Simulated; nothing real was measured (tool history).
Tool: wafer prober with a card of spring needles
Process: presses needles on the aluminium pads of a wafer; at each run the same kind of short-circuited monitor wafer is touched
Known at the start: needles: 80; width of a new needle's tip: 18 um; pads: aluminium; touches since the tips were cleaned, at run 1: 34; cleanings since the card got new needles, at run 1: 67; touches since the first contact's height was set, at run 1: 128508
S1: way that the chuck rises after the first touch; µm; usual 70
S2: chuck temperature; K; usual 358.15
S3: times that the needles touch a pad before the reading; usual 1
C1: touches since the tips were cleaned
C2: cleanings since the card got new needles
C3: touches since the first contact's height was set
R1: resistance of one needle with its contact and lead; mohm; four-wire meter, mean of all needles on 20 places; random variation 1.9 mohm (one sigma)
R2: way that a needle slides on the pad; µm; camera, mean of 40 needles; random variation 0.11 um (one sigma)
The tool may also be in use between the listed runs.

run 1 hour=0.0 | S1=70 S2=358.15 S3=1 | C1=34 C2=67 C3=128508 | R1=212 R2=8.88
-- hour=3.2 tips cleaned on abrasive film
-- hour=6.4 tips cleaned on abrasive film
-- hour=10.4 tips cleaned on abrasive film
-- hour=13.6 tips cleaned on abrasive film
-- hour=16.8 tips cleaned on abrasive film
-- hour=19.9 tips cleaned on abrasive film
-- hour=23.9 tips cleaned on abrasive film
-- hour=27.1 tips cleaned on abrasive film
-- hour=30.3 tips cleaned on abrasive film
-- hour=33.5 tips cleaned on abrasive film
-- hour=37.5 tips cleaned on abrasive film
-- hour=41.4 tips cleaned on abrasive film
run 2 hour=41.8 | S1=70 S2=363.15 S3=1 | C1=183 C2=79 C3=151572 | R1=221 R2=8.62
-- hour=45.0 tips cleaned on abrasive film
-- hour=48.2 tips cleaned on abrasive film
-- hour=52.1 tips cleaned on abrasive film
-- hour=55.3 tips cleaned on abrasive film
-- hour=56.4 height of the first contact set anew
-- hour=58.8 tips cleaned on abrasive film
-- hour=62.0 tips cleaned on abrasive film
-- hour=65.2 tips cleaned on abrasive film
-- hour=68.4 tips cleaned on abrasive film
-- hour=71.6 tips cleaned on abrasive film
run 3 hour=72.2 | S1=70 S2=363.15 S3=1 | C1=370 C2=88 C3=8730 | R1=218 R2=9.66
-- hour=75.4 tips cleaned on abrasive film
-- hour=78.6 tips cleaned on abrasive film
-- hour=81.8 tips cleaned on abrasive film
-- hour=85.0 tips cleaned on abrasive film
-- hour=88.2 tips cleaned on abrasive film
-- hour=91.4 tips cleaned on abrasive film
-- hour=94.6 tips cleaned on abrasive film
-- hour=97.8 tips cleaned on abrasive film
-- hour=101.8 tips cleaned on abrasive film
run 4 hour=103.1 | S1=70 S2=363.15 S3=1 | C1=740 C2=97 C3=25750 | R1=228 R2=9.58
-- hour=105.5 tips cleaned on abrasive film
-- hour=108.7 tips cleaned on abrasive film
-- hour=111.9 tips cleaned on abrasive film
-- hour=115.1 tips cleaned on abrasive film
-- hour=118.3 tips cleaned on abrasive film
-- hour=122.3 tips cleaned on abrasive film
-- hour=125.4 tips cleaned on abrasive film
-- hour=128.6 tips cleaned on abrasive film
run 5 hour=129.0 | S1=70 S2=363.15 S3=1 | C1=202 C2=105 C3=40031 | R1=216 R2=9.57
-- hour=132.2 tips cleaned on abrasive film
-- hour=135.4 tips cleaned on abrasive film
-- hour=138.6 tips cleaned on abrasive film
-- hour=141.8 tips cleaned on abrasive film
-- hour=145.0 tips cleaned on abrasive film
-- hour=148.2 tips cleaned on abrasive film
-- hour=152.1 tips cleaned on abrasive film
-- hour=156.1 tips cleaned on abrasive film
-- hour=159.3 tips cleaned on abrasive film
-- hour=162.5 tips cleaned on abrasive film
-- hour=165.7 tips cleaned on abrasive film
-- hour=169.2 tips cleaned on abrasive film
run 6 hour=169.2 | S1=70 S2=316.15 S3=1 | C1=0 C2=117 C3=62208 | R1=201 R2=9.30
-- hour=172.4 tips cleaned on abrasive film
-- hour=175.6 tips cleaned on abrasive film
-- hour=178.8 tips cleaned on abrasive film
-- hour=182.0 tips cleaned on abrasive film
-- hour=185.2 tips cleaned on abrasive film
-- hour=189.1 tips cleaned on abrasive film
-- hour=192.3 tips cleaned on abrasive film
-- hour=195.5 tips cleaned on abrasive film
-- hour=199.5 tips cleaned on abrasive film
-- hour=203.5 tips cleaned on abrasive film
run 7 hour=205.5 | S1=72 S2=358.15 S3=1 | C1=1133 C2=127 C3=82260 | R1=239 R2=9.45
-- hour=207.1 tips cleaned on abrasive film
-- hour=210.3 tips cleaned on abrasive film
-- hour=213.5 tips cleaned on abrasive film
-- hour=217.5 tips cleaned on abrasive film
-- hour=221.4 tips cleaned on abrasive film
run 8 hour=223.6 | S1=72 S2=358.15 S3=1 | C1=1222 C2=132 C3=92282 | R1=243 R2=9.38
-- hour=225.2 tips cleaned on abrasive film
-- hour=229.2 tips cleaned on abrasive film
-- hour=232.4 tips cleaned on abrasive film
-- hour=235.6 tips cleaned on abrasive film
-- hour=238.8 tips cleaned on abrasive film
-- hour=242.0 tips cleaned on abrasive film
run 9 hour=242.7 | S1=72 S2=358.15 S3=1 | C1=376 C2=138 C3=102778 | R1=225 R2=9.49
-- hour=245.8 tips cleaned on abrasive film
-- hour=249.0 tips cleaned on abrasive film
-- hour=252.2 tips cleaned on abrasive film
-- hour=255.4 tips cleaned on abrasive film
-- hour=259.4 tips cleaned on abrasive film
-- hour=262.6 tips cleaned on abrasive film
run 10 hour=264.7 | S1=70 S2=358.15 S3=1 | C1=1177 C2=144 C3=114955 | R1=245 R2=8.89
-- hour=266.3 tips cleaned on abrasive film
-- hour=269.5 tips cleaned on abrasive film
-- hour=272.7 tips cleaned on abrasive film
-- hour=275.9 tips cleaned on abrasive film
-- hour=279.9 tips cleaned on abrasive film
-- hour=283.1 tips cleaned on abrasive film
-- hour=286.3 tips cleaned on abrasive film
-- hour=289.5 tips cleaned on abrasive film
-- hour=292.7 tips cleaned on abrasive film
-- hour=295.9 tips cleaned on abrasive film
-- hour=299.0 tips cleaned on abrasive film
run 11 hour=299.8 | S1=70 S2=358.15 S3=1 | C1=424 C2=155 C3=134299 | R1=228 R2=8.83
-- hour=303.0 tips cleaned on abrasive film
-- hour=306.2 tips cleaned on abrasive film
-- hour=309.4 tips cleaned on abrasive film
-- hour=312.6 tips cleaned on abrasive film
-- hour=316.5 tips cleaned on abrasive film
-- hour=319.7 tips cleaned on abrasive film
-- hour=322.9 tips cleaned on abrasive film
-- hour=326.1 tips cleaned on abrasive film
-- hour=329.3 tips cleaned on abrasive film
-- hour=332.5 tips cleaned on abrasive film
run 12 hour=334.7 | S1=53 S2=358.15 S3=2 | C1=1233 C2=165 C3=153571 | R1=267 R2=6.42
-- hour=336.3 tips cleaned on abrasive film
-- hour=339.5 tips cleaned on abrasive film
-- hour=342.7 tips cleaned on abrasive film
-- hour=346.1 height of the first contact set anew
-- hour=347.0 tips cleaned on abrasive film
-- hour=351.0 tips cleaned on abrasive film
-- hour=354.9 tips cleaned on abrasive film
-- hour=358.9 tips cleaned on abrasive film
-- hour=362.1 tips cleaned on abrasive film
-- hour=365.3 tips cleaned on abrasive film
run 13 hour=365.6 | S1=73 S2=336.15 S3=2 | C1=201 C2=174 C3=10761 | R1=208 R2=10.03
-- hour=368.8 tips cleaned on abrasive film
-- hour=372.0 tips cleaned on abrasive film
-- hour=375.2 tips cleaned on abrasive film
-- hour=379.2 tips cleaned on abrasive film
-- hour=382.4 tips cleaned on abrasive film
-- hour=386.4 tips cleaned on abrasive film
-- hour=390.3 tips cleaned on abrasive film
-- hour=393.5 tips cleaned on abrasive film
-- hour=396.7 tips cleaned on abrasive film
run 14 hour=399.4 | S1=89 S2=304.15 S3=1 | C1=1513 C2=183 C3=29433 | R1=224 R2=12.54
-- hour=400.3 tips cleaned on abrasive film
-- hour=403.5 tips cleaned on abrasive film
-- hour=406.6 tips cleaned on abrasive film
-- hour=409.8 tips cleaned on abrasive film
-- hour=413.0 tips cleaned on abrasive film
-- hour=416.2 tips cleaned on abrasive film
-- hour=419.4 tips cleaned on abrasive film
-- hour=422.6 tips cleaned on abrasive film
-- hour=425.8 tips cleaned on abrasive film
-- hour=429.0 tips cleaned on abrasive film
-- hour=433.0 tips cleaned on abrasive film
-- hour=436.2 tips cleaned on abrasive film
run 15 hour=437.7 | S1=54 S2=337.15 S3=1 | C1=877 C2=195 C3=50548 | R1=264 R2=7.21
-- hour=440.1 tips cleaned on abrasive film
-- hour=443.3 tips cleaned on abrasive film
-- hour=446.5 tips cleaned on abrasive film
-- hour=449.7 tips cleaned on abrasive film
-- hour=452.9 tips cleaned on abrasive film
-- hour=456.1 tips cleaned on abrasive film
-- hour=459.3 tips cleaned on abrasive film
run 16 hour=462.2 | S1=89 S2=313.15 S3=2 | C1=1644 C2=202 C3=64071 | R1=220 R2=11.90
-- hour=463.1 tips cleaned on abrasive film
-- hour=466.3 tips cleaned on abrasive film
-- hour=469.5 tips cleaned on abrasive film
-- hour=472.7 tips cleaned on abrasive film
-- hour=475.9 tips cleaned on abrasive film
-- hour=479.8 tips cleaned on abrasive film
-- hour=483.8 tips cleaned on abrasive film
-- hour=487.0 tips cleaned on abrasive film
-- hour=490.2 tips cleaned on abrasive film
-- hour=493.4 tips cleaned on abrasive film
-- hour=497.1 tips cleaned on abrasive film
run 17 hour=497.1 | S1=80 S2=309.15 S3=1 | C1=0 C2=213 C3=83296 | R1=199 R2=10.71
-- hour=500.3 tips cleaned on abrasive film
-- hour=504.3 tips cleaned on abrasive film
-- hour=508.3 tips cleaned on abrasive film
-- hour=511.4 tips cleaned on abrasive film
-- hour=514.6 tips cleaned on abrasive film
-- hour=517.8 tips cleaned on abrasive film
-- hour=521.0 tips cleaned on abrasive film
-- hour=525.0 tips cleaned on abrasive film
-- hour=528.2 tips cleaned on abrasive film
-- hour=532.2 tips cleaned on abrasive film
-- hour=535.4 tips cleaned on abrasive film
run 18 hour=536.1 | S1=85 S2=332.15 S3=2 | C1=439 C2=224 C3=104854 | R1=209 R2=11.05

4 ways to go on from here, each from the tool as it stands after run 18. What would each give?
-- hour=539.3 tips cleaned on abrasive film
-- hour=542.5 tips cleaned on abrasive film
-- hour=546.5 tips cleaned on abrasive film
-- hour=549.7 tips cleaned on abrasive film
-- hour=553.7 tips cleaned on abrasive film
-- hour=557.6 tips cleaned on abrasive film
-- hour=560.8 tips cleaned on abrasive film
-- hour=564.0 tips cleaned on abrasive film
run A hour=564.7 | S1=50 S2=325.15 S3=1 | C1=395 C2=232 C3=120648 | R1=? R2=?
-- hour=539.3 tips cleaned on abrasive film
-- hour=542.5 tips cleaned on abrasive film
-- hour=546.5 tips cleaned on abrasive film
-- hour=549.7 tips cleaned on abrasive film
-- hour=553.7 tips cleaned on abrasive film
-- hour=557.6 tips cleaned on abrasive film
-- hour=560.8 tips cleaned on abrasive film
-- hour=564.0 tips cleaned on abrasive film
run B hour=564.7 | S1=53 S2=317.15 S3=3 | C1=395 C2=232 C3=120648 | R1=? R2=?
-- hour=539.3 tips cleaned on abrasive film
-- hour=542.5 tips cleaned on abrasive film
-- hour=546.5 tips cleaned on abrasive film
-- hour=549.7 tips cleaned on abrasive film
-- hour=553.7 tips cleaned on abrasive film
-- hour=557.6 tips cleaned on abrasive film
-- hour=560.8 tips cleaned on abrasive film
-- hour=564.0 tips cleaned on abrasive film
run C hour=564.7 | S1=50 S2=302.15 S3=1 | C1=395 C2=232 C3=120648 | R1=? R2=?
-- hour=539.3 tips cleaned on abrasive film
-- hour=542.5 tips cleaned on abrasive film
-- hour=546.5 tips cleaned on abrasive film
-- hour=549.7 tips cleaned on abrasive film
-- hour=553.7 tips cleaned on abrasive film
-- hour=557.6 tips cleaned on abrasive film
-- hour=560.8 tips cleaned on abrasive film
-- hour=564.0 tips cleaned on abrasive film
run D hour=564.7 | S1=85 S2=332.15 S3=2 | C1=395 C2=232 C3=120648 | R1=? R2=?

run=A R1=251 R2=6.22
run=B R1=222 R2=6.55
run=C R1=248 R2=6.15
run=D R1=213 R2=11.14
Without the tool's hidden state the same runs would have given:
run=A R1=200 R2=7.08
run=B R1=200 R2=7.41
run=C R1=196 R2=7.00
run=D R1=200 R2=12.00

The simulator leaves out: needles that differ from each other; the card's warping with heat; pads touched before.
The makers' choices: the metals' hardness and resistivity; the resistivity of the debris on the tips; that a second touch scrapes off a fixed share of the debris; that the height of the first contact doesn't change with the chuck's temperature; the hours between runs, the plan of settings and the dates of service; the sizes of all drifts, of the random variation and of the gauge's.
